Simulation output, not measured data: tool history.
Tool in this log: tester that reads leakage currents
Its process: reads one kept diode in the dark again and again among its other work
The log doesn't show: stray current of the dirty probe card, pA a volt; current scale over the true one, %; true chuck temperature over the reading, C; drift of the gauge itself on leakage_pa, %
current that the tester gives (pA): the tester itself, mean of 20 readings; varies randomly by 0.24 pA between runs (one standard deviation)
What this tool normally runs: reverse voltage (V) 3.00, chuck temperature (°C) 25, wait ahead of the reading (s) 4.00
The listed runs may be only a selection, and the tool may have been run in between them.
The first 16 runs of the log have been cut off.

run,day,reverse voltage (V),chuck temperature (°C),wait ahead of the reading (s),hours of work since the probe card was cleaned,hours of work since the tester was calibrated,hours of work since the chuck was calibrated,current that the tester gives (pA)
17,98.433,3.00,27,1.73,775,2305,455,85.95
# day 103.625: chuck's temperature calibrated
18,104.625,3.00,27,1.73,890,2420,19,98.58
19,108.746,1.88,25,0.67,968,2498,97,68.44
20,116.579,1.88,24,2.60,1116,2647,245,58.81
# day 122.042: tester calibrated
21,123.608,2.20,50,1.27,1248,30,376,556.81
22,128.700,2.20,50,1.27,1344,126,473,538.36
# day 132.850: chuck's temperature calibrated
# day 134.842: probe card cleaned and baked
23,135.621,2.20,50,1.27,15,253,50,620.89
24,140.258,14.85,51,1.59,102,341,138,1257.10
25,147.238,4.70,21,0.47,234,472,270,61.33
26,153.392,4.70,21,0.47,351,589,386,59.41
27,160.029,14.10,33,0.47,476,714,512,252.01
# day 162.208: chuck's temperature calibrated
28,167.962,1.08,36,1.57,625,863,109,147.22
29,175.658,11.47,20,2.37,770,1008,254,81.27
30,179.517,11.47,20,2.37,843,1081,327,80.05
31,183.658,4.82,25,4.28,921,1160,406,84.30
# day 191.100: chuck's temperature calibrated
32,191.992,4.82,25,4.28,1078,1316,17,97.88

Each row is a separate what-if for the run after 32, all from the same tool condition, not one after another. Results?
A,196.062,3.16,25,3.18,1154,1393,94,?
B,196.062,4.82,26,4.28,1154,1393,94,?
C,196.062,1.41,25,0.52,1154,1393,94,?
D,196.062,7.88,25,4.00,1154,1393,94,?
E,196.062,3.39,25,4.28,1154,1393,94,?

run,current that the tester gives (pA)
A,81.50
B,104.15
C,61.38
D,116.17
E,83.93
Take away the tool's hidden state, keep each run's random variation, and the runs would have read:
run,current that the tester gives (pA)
A,79.68
B,100.78
C,61.30
D,109.03
E,81.86
